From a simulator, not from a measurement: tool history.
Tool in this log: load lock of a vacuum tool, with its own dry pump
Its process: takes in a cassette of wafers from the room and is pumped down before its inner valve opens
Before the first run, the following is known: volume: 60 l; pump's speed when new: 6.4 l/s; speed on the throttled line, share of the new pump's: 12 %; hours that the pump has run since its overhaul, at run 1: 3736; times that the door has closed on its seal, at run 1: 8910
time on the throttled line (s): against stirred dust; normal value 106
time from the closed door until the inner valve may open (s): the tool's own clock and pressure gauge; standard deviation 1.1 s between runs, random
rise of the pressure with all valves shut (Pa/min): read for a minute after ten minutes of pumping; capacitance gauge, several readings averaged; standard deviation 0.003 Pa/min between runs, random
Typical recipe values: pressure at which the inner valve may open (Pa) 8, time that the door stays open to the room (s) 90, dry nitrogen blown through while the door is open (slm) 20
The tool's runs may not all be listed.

| run | hour | time on the throttled line (s) | pressure at which the inner valve may open (Pa) | time that the door stays open to the room (s) | dry nitrogen blown through while the door is open (slm) | hours that the pump has run since its overhaul | times that the door has closed on its seal | incoming humidity of the room's air, % | time from the closed door until the inner valve may open (s) | rise of the pressure with all valves shut (Pa/min) |
|---|---|---|---|---|---|---|---|---|---|---|
| 1 | 0.0 | 106 | 8 | 90 | 20 | 3736 | 8910 | 46.2 | 187.3 | 0.050 |
| 2 | 119.4 | 106 | 8 | 90 | 20 | 3855 | 9484 | 41.4 | 185.1 | 0.041 |
| 3 | 253.0 | 106 | 8 | 90 | 20 | 3989 | 10125 | 42.7 | 189.9 | 0.043 |
| 4 | 521.0 | 106 | 8 | 90 | 20 | 4257 | 11412 | 45.4 | 188.4 | 0.044 |
| 5 | 684.0 | 106 | 8 | 90 | 20 | 4420 | 12194 | 43.4 | 189.2 | 0.052 |
| 6 | 871.0 | 106 | 7 | 90 | 20 | 4607 | 13092 | 42.9 | 191.6 | 0.051 |
| 7 | 1048.9 | 106 | 7 | 90 | 20 | 4785 | 13946 | 43.3 | 191.7 | 0.052 |
| 8 | 1262.0 | 106 | 7 | 90 | 20 | 4998 | 14969 | 44.0 | 191.0 | 0.059 |
| 9 | 1415.2 | 106 | 8 | 32 | 20 | 5151 | 15705 | 44.9 | 189.8 | 0.042 |
| 10 | 1663.5 | 106 | 8 | 32 | 20 | 5399 | 16897 | 44.5 | 187.7 | 0.049 |
| 11 | 1927.6 | 106 | 8 | 32 | 20 | 5663 | 18165 | 47.1 | 189.2 | 0.054 |
| 12 | 2137.9 | 59 | 8 | 165 | 5 | 5874 | 19174 | 47.8 | 149.8 | 0.104 |
| 13 | 2298.4 | 59 | 8 | 165 | 5 | 6034 | 19945 | 46.1 | 150.8 | 0.096 |
| 14 | 2579.0 | 127 | 8 | 155 | 5 | 6315 | 21292 | 42.5 | 208.8 | 0.097 |
| 15 | 2817.6 | 193 | 8 | 86 | 38 | 6553 | 22438 | 42.5 | 268.5 | 0.064 |
| 16 | 2933.1 | 65 | 16 | 90 | 9 | 6669 | 22993 | 40.3 | 151.7 | 0.086 |
| 17 | 3172.6 | 69 | 16 | 90 | 5 | 6908 | 24143 | 46.3 | 155.7 | 0.091 |
| 18 | 3374.2 | 69 | 16 | 90 | 5 | 7110 | 25110 | 43.3 | 154.1 | 0.090 |
| 19 | 3556.7 | 106 | 16 | 223 | 20 | 7292 | 25986 | 46.1 | 188.5 | 0.107 |
| 20 | 3778.1 | 106 | 8 | 73 | 5 | 7514 | 27050 | 46.2 | 197.1 | 0.101 |
| 21 | 4011.1 | 106 | 13 | 225 | 20 | 7747 | 28168 | 42.7 | 190.0 | 0.112 |
| 22 | 4210.5 | 106 | 13 | 225 | 20 | 7946 | 29126 | 47.5 | 193.4 | 0.117 |

Here are 4 independent what-if runs from the current tool condition. What would each one return?
| A | 4360.8 | 83 | 13 | 44 | 23 | 8097 | 29847 | 46.8 | ? | ? |
| B | 4360.8 | 55 | 13 | 225 | 20 | 8097 | 29847 | 47.9 | ? | ? |
| C | 4360.8 | 83 | 8 | 90 | 20 | 8097 | 29847 | 43.4 | ? | ? |
| D | 4360.8 | 106 | 15 | 90 | 20 | 8097 | 29847 | 46.0 | ? | ? |

| run | time from the closed door until the inner valve may open (s) | rise of the pressure with all valves shut (Pa/min) |
|---|---|---|
| A | 171.4 | 0.088 |
| B | 145.7 | 0.121 |
| C | 178.3 | 0.095 |
| D | 188.9 | 0.096 |
With the hidden condition removed and each run's random variation left untouched, the same runs would have given:
| run | time from the closed door until the inner valve may open (s) | rise of the pressure with all valves shut (Pa/min) |
|---|---|---|
| A | 158.1 | 0.027 |
| B | 132.1 | 0.059 |
| C | 164.3 | 0.031 |
| D | 176.6 | 0.035 |
